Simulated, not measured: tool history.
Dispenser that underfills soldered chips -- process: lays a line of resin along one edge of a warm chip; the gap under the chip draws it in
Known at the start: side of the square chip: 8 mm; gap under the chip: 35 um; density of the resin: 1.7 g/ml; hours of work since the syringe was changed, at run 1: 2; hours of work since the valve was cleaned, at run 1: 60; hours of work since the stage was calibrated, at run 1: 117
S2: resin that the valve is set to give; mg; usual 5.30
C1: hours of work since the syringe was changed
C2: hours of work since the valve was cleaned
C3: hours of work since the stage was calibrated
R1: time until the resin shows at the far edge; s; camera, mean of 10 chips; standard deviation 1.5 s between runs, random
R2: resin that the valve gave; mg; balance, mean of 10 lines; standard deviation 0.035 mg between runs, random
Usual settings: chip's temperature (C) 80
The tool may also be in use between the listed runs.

run 1 hour=0.0 | chip's_temperature_(C)=80 S2=5.30 | C1=2 C2=60 C3=117 | R1=172.0 R2=5.08
-- hour=8.7 new syringe of resin
run 2 hour=11.5 | chip's_temperature_(C)=80 S2=5.30 | C1=2 C2=69 C3=125 | R1=168.6 R2=5.02
run 3 hour=19.0 | chip's_temperature_(C)=80 S2=5.30 | C1=8 C2=74 C3=131 | R1=249.0 R2=4.98
-- hour=20.2 new syringe of resin
run 4 hour=25.0 | chip's_temperature_(C)=72 S2=5.30 | C1=4 C2=79 C3=135 | R1=239.1 R2=4.92
-- hour=31.4 new syringe of resin
run 5 hour=32.9 | chip's_temperature_(C)=72 S2=5.30 | C1=1 C2=84 C3=141 | R1=205.8 R2=4.90
run 6 hour=37.9 | chip's_temperature_(C)=80 S2=5.30 | C1=5 C2=88 C3=145 | R1=210.2 R2=4.92
-- hour=42.5 new syringe of resin
run 7 hour=46.9 | chip's_temperature_(C)=80 S2=5.30 | C1=3 C2=95 C3=151 | R1=181.8 R2=4.85
-- hour=54.2 new syringe of resin
run 8 hour=57.3 | chip's_temperature_(C)=80 S2=4.88 | C1=2 C2=102 C3=159 | R1=178.3 R2=4.55
-- hour=65.1 new syringe of resin
run 9 hour=66.0 | chip's_temperature_(C)=80 S2=5.30 | C1=1 C2=108 C3=165 | R1=159.6 R2=4.84
run 10 hour=71.3 | chip's_temperature_(C)=80 S2=5.30 | C1=5 C2=112 C3=169 | R1=210.6 R2=4.84
-- hour=76.0 new syringe of resin
run 11 hour=79.8 | chip's_temperature_(C)=92 S2=5.30 | C1=3 C2=119 C3=175 | R1=127.9 R2=4.77
run 12 hour=86.4 | chip's_temperature_(C)=92 S2=5.30 | C1=8 C2=123 C3=180 | R1=179.1 R2=4.74
-- hour=87.5 new syringe of resin
run 13 hour=97.4 | chip's_temperature_(C)=92 S2=4.73 | C1=7 C2=131 C3=188 | R1=179.4 R2=4.22
-- hour=98.5 new syringe of resin
-- hour=109.3 new syringe of resin
run 14 hour=109.6 | chip's_temperature_(C)=80 S2=6.23 | C1=0 C2=140 C3=197 | R1=143.7 R2=5.48
-- hour=113.7 dispensing valve cleaned and set on the balance
run 15 hour=119.8 | chip's_temperature_(C)=80 S2=6.23 | C1=7 C2=5 C3=204 | R1=230.3 R2=6.19
-- hour=121.4 new syringe of resin
run 16 hour=126.8 | chip's_temperature_(C)=80 S2=6.23 | C1=4 C2=10 C3=209 | R1=180.3 R2=6.17
-- hour=132.6 new syringe of resin
run 17 hour=135.5 | chip's_temperature_(C)=80 S2=5.30 | C1=2 C2=16 C3=215 | R1=167.7 R2=5.15
-- hour=144.3 new syringe of resin
run 18 hour=144.9 | chip's_temperature_(C)=69 S2=5.30 | C1=0 C2=23 C3=222 | R1=208.6 R2=5.13
run 19 hour=151.5 | chip's_temperature_(C)=75 S2=4.91 | C1=5 C2=28 C3=227 | R1=247.6 R2=4.81
-- hour=155.1 new syringe of resin
run 20 hour=162.3 | chip's_temperature_(C)=93 S2=5.10 | C1=5 C2=35 C3=235 | R1=142.1 R2=4.91
-- hour=166.4 new syringe of resin
run 21 hour=171.2 | chip's_temperature_(C)=66 S2=5.62 | C1=4 C2=42 C3=241 | R1=277.3 R2=5.47
-- hour=177.2 new syringe of resin
run 22 hour=181.2 | chip's_temperature_(C)=71 S2=4.83 | C1=3 C2=49 C3=248 | R1=242.0 R2=4.63
-- hour=188.3 new syringe of resin
run 23 hour=189.3 | chip's_temperature_(C)=80 S2=4.86 | C1=1 C2=55 C3=254 | R1=152.2 R2=4.62
-- hour=199.6 new syringe of resin
run 24 hour=200.0 | chip's_temperature_(C)=80 S2=4.86 | C1=0 C2=63 C3=262 | R1=152.3 R2=4.55
run 25 hour=209.8 | chip's_temperature_(C)=80 S2=4.86 | C1=8 C2=70 C3=269 | R1=251.3 R2=4.55
-- hour=211.2 new syringe of resin
run 26 hour=216.8 | chip's_temperature_(C)=87 S2=4.76 | C1=4 C2=75 C3=274 | R1=162.5 R2=4.50
-- hour=222.2 new syringe of resin
run 27 hour=222.2 | chip's_temperature_(C)=89 S2=4.69 | C1=0 C2=79 C3=278 | R1=113.4 R2=4.38
run 28 hour=228.1 | chip's_temperature_(C)=85 S2=5.30 | C1=4 C2=83 C3=282 | R1=165.5 R2=4.87
-- hour=233.1 new syringe of resin
run 29 hour=234.0 | chip's_temperature_(C)=85 S2=5.66 | C1=1 C2=88 C3=287 | R1=128.5 R2=5.19
run 30 hour=242.4 | chip's_temperature_(C)=84 S2=6.35 | C1=7 C2=94 C3=293 | R1=203.3 R2=5.82
-- hour=244.3 new syringe of resin
run 31 hour=248.1 | chip's_temperature_(C)=92 S2=5.35 | C1=3 C2=98 C3=297 | R1=123.4 R2=4.90
-- hour=255.3 new syringe of resin
run 32 hour=255.3 | chip's_temperature_(C)=86 S2=5.26 | C1=0 C2=103 C3=302 | R1=118.6 R2=4.73
-- hour=266.3 new syringe of resin
run 33 hour=267.3 | chip's_temperature_(C)=71 S2=4.93 | C1=1 C2=112 C3=311 | R1=207.9 R2=4.45
run 34 hour=275.6 | chip's_temperature_(C)=94 S2=6.28 | C1=7 C2=118 C3=317 | R1=151.4 R2=5.58
-- hour=277.3 new syringe of resin
run 35 hour=286.8 | chip's_temperature_(C)=79 S2=6.48 | C1=7 C2=126 C3=325 | R1=231.8 R2=5.82
-- hour=288.5 new syringe of resin
run 36 hour=297.9 | chip's_temperature_(C)=94 S2=6.09 | C1=7 C2=134 C3=333 | R1=149.3 R2=5.34

Selected run-to-run steps in R1, each split into two signed amounts: the part the tool would show with no hidden state at all (from settings, incoming material and random variation), and the remainder, which goes to the hidden state together with any gauge scatter not common to the measured and the hidden-state-free results:
Hidden state at play: resin's viscosity, % of fresh resin's; dose that the valve gives, % of what is set; true chip temperature over the reading, C; drift of the gauge itself on fill_s, %; drift of the gauge itself on given_mg, %.
Run 2 -> 3: nothing adjusted, nothing logged. R1 +80.4 s: hidden state +80.8, all else -0.4.
Run 14 -> 15: dispensing valve cleaned and set on the balance. R1 +86.6 s: hidden state +84.7, all else +1.9.
Run 19 -> 20: chip's temperature (C) 75 -> 93, S2 4.91 -> 5.10, new syringe of resin. R1 -105.5 s: hidden state -31.6, all else -73.9.
Run 20 -> 21: chip's temperature (C) 93 -> 66, S2 5.10 -> 5.62, new syringe of resin. R1 +135.2 s: hidden state +7.8, all else +127.4.
Run 24 -> 25: nothing adjusted, nothing logged. R1 +99.0 s: hidden state +101.1, all else -2.1.

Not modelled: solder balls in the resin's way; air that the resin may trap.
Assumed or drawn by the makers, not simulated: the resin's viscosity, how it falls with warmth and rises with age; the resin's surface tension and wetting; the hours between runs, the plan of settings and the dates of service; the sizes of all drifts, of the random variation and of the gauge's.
